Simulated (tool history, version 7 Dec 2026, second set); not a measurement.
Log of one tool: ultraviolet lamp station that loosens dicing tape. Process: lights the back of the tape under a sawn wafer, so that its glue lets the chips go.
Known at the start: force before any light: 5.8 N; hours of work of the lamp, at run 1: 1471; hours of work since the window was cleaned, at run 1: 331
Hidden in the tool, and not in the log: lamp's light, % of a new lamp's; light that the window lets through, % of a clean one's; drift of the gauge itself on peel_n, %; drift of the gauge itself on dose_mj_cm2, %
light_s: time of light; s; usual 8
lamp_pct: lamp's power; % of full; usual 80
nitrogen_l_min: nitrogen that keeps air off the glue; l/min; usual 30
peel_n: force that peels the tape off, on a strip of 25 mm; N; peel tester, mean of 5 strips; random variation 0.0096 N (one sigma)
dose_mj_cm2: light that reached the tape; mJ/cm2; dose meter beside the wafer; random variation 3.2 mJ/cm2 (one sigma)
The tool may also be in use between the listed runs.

run,hour,light_s,lamp_pct,nitrogen_l_min,hours of work of the lamp,hours of work since the window was cleaned,peel_n,dose_mj_cm2
1,0,8,80,30,1471,331,0.713,390
2,59.3,8,80,30,1508,368,0.745,383
3,107.8,8,80,30,1539,399,0.773,382
4,157.9,8,80,14,1571,430,1.189,371
5,228.5,8,80,14,1615,475,1.217,370
6,269.4,8,80,14,1641,501,1.189,370
7,335.7,8,80,14,1683,542,1.238,370
# hour 402.4: lamp changed
8,407.3,8,80,14,3,587,0.772,475
9,481.7,8,80,14,50,634,0.814,465
# hour 489.4: window cleaned of glue's vapour
10,566.4,8,80,14,103,49,0.914,441
11,648.2,8,80,14,155,100,0.943,438
12,700.6,8,80,30,188,133,0.587,432
13,782.9,8,80,30,240,185,0.588,427
14,824.3,8,80,30,266,211,0.617,422
15,860.4,8,80,30,289,234,0.614,423
# hour 922.6: window cleaned of glue's vapour, once more
16,922.6,8,80,30,327,0,0.455,486
17,973.8,8,80,30,360,32,0.46,480
18,1012.3,4,80,33,384,57,1.446,239
19,1050.8,5,80,37,408,81,1.037,301
20,1089.4,7,96,30,433,105,0.439,499
21,1158.2,5,75,26,476,149,1.36,273

The next listed run, before its measurement:
22,1215.6,12,80,30,512,185,?,?

{"run 22": {"peel_n": 0.216, "dose_mj_cm2": 704}}
Without the tool's hidden state the same run would have given peel_n 0.183 N, dose_mj_cm2 777 mJ/cm2.
